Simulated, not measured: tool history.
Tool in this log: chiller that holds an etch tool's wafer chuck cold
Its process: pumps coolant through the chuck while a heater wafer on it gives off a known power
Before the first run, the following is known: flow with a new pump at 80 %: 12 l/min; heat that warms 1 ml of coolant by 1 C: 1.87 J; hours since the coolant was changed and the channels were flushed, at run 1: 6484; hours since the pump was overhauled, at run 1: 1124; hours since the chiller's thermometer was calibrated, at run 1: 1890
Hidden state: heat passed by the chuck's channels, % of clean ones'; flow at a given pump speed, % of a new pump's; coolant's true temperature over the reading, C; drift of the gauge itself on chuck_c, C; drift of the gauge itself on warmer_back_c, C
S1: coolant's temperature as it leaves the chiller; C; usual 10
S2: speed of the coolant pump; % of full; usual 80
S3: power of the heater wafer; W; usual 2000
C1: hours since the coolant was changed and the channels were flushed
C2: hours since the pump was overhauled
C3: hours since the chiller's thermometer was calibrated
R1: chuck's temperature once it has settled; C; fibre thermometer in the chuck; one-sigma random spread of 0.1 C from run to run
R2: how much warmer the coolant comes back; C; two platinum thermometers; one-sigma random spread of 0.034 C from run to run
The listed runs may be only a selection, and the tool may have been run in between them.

run 1 hour=0 | S1=10 S2=80 S3=2000 | C1=6484 C2=1124 C3=1890 | R1=23.5 R2=5.34
run 2 hour=26.4 | S1=10 S2=80 S3=2000 | C1=6510 C2=1151 C3=1916 | R1=23.6 R2=5.34
run 3 hour=50.3 | S1=18 S2=80 S3=2000 | C1=6534 C2=1174 C3=1940 | R1=31.8 R2=5.42
-- hour=65 coolant changed, channels flushed
run 4 hour=91.4 | S1=10 S2=80 S3=1903 | C1=26 C2=1210 C3=1975 | R1=21.5 R2=5.16
run 5 hour=112.8 | S1=10 S2=80 S3=1903 | C1=48 C2=1231 C3=1997 | R1=21.6 R2=5.07
run 6 hour=128.3 | S1=10 S2=80 S3=1399 | C1=63 C2=1246 C3=2012 | R1=18.7 R2=3.84
run 7 hour=154 | S1=10 S2=80 S3=1399 | C1=89 C2=1272 C3=2038 | R1=18.7 R2=3.76
run 8 hour=189.5 | S1=10 S2=80 S3=2000 | C1=124 C2=1308 C3=2073 | R1=22.2 R2=5.42
-- hour=192.4 chiller's thermometer calibrated
run 9 hour=212.4 | S1=10 S2=80 S3=2000 | C1=146 C2=1330 C3=20 | R1=22.3 R2=5.42
run 10 hour=243.6 | S1=10 S2=80 S3=2000 | C1=178 C2=1361 C3=51 | R1=22.2 R2=5.39
-- hour=257.7 chiller's thermometer calibrated, once more
run 11 hour=265.6 | S1=10 S2=80 S3=2000 | C1=199 C2=1382 C3=8 | R1=22 R2=5.36
run 12 hour=293.6 | S1=2 S2=80 S3=2000 | C1=227 C2=1410 C3=36 | R1=14.1 R2=5.41
run 13 hour=329.5 | S1=5 S2=80 S3=2000 | C1=263 C2=1446 C3=72 | R1=17.3 R2=5.41
run 14 hour=345.3 | S1=3 S2=68 S3=2000 | C1=278 C2=1461 C3=88 | R1=16.9 R2=6.53
run 15 hour=365.1 | S1=15 S2=68 S3=2000 | C1=298 C2=1481 C3=107 | R1=29.1 R2=6.47
run 16 hour=384.4 | S1=0 S2=68 S3=2000 | C1=317 C2=1501 C3=127 | R1=14 R2=6.54
run 17 hour=416.3 | S1=0 S2=68 S3=2000 | C1=349 C2=1532 C3=159 | R1=14.1 R2=6.53
run 18 hour=449.8 | S1=11 S2=88 S3=2383 | C1=383 C2=1566 C3=192 | R1=24.2 R2=5.74
run 19 hour=473.3 | S1=9 S2=67 S3=2523 | C1=406 C2=1589 C3=216 | R1=26.7 R2=8.27
run 20 hour=505.5 | S1=12 S2=65 S3=2105 | C1=438 C2=1622 C3=248 | R1=27.4 R2=7.23
run 21 hour=533.2 | S1=12 S2=95 S3=2105 | C1=466 C2=1649 C3=276 | R1=23.2 R2=4.66
run 22 hour=548.2 | S1=10 S2=80 S3=2210 | C1=481 C2=1664 C3=291 | R1=23.6 R2=5.97

Here are 4 independent what-if runs from the current tool condition. What would each one return?
run A hour=565 | S1=10 S2=83 S3=2210 | C1=498 C2=1681 C3=307 | R1=? R2=?
run B hour=565 | S1=10 S2=89 S3=2910 | C1=498 C2=1681 C3=307 | R1=? R2=?
run C hour=565 | S1=10 S2=72 S3=1129 | C1=498 C2=1681 C3=307 | R1=? R2=?
run D hour=565 | S1=6 S2=64 S3=1473 | C1=498 C2=1681 C3=307 | R1=? R2=?

run=A R1=23.2 R2=5.73
run=B R1=26.3 R2=6.98
run=C R1=17.6 R2=3.43
run=D R1=16.7 R2=5.1
The same runs, with their run-to-run variation unchanged, on a tool lacking any hidden condition would have given:
run=A R1=23 R2=5.67
run=B R1=26 R2=6.91
run=C R1=17.5 R2=3.4
run=D R1=16.5 R2=5.05

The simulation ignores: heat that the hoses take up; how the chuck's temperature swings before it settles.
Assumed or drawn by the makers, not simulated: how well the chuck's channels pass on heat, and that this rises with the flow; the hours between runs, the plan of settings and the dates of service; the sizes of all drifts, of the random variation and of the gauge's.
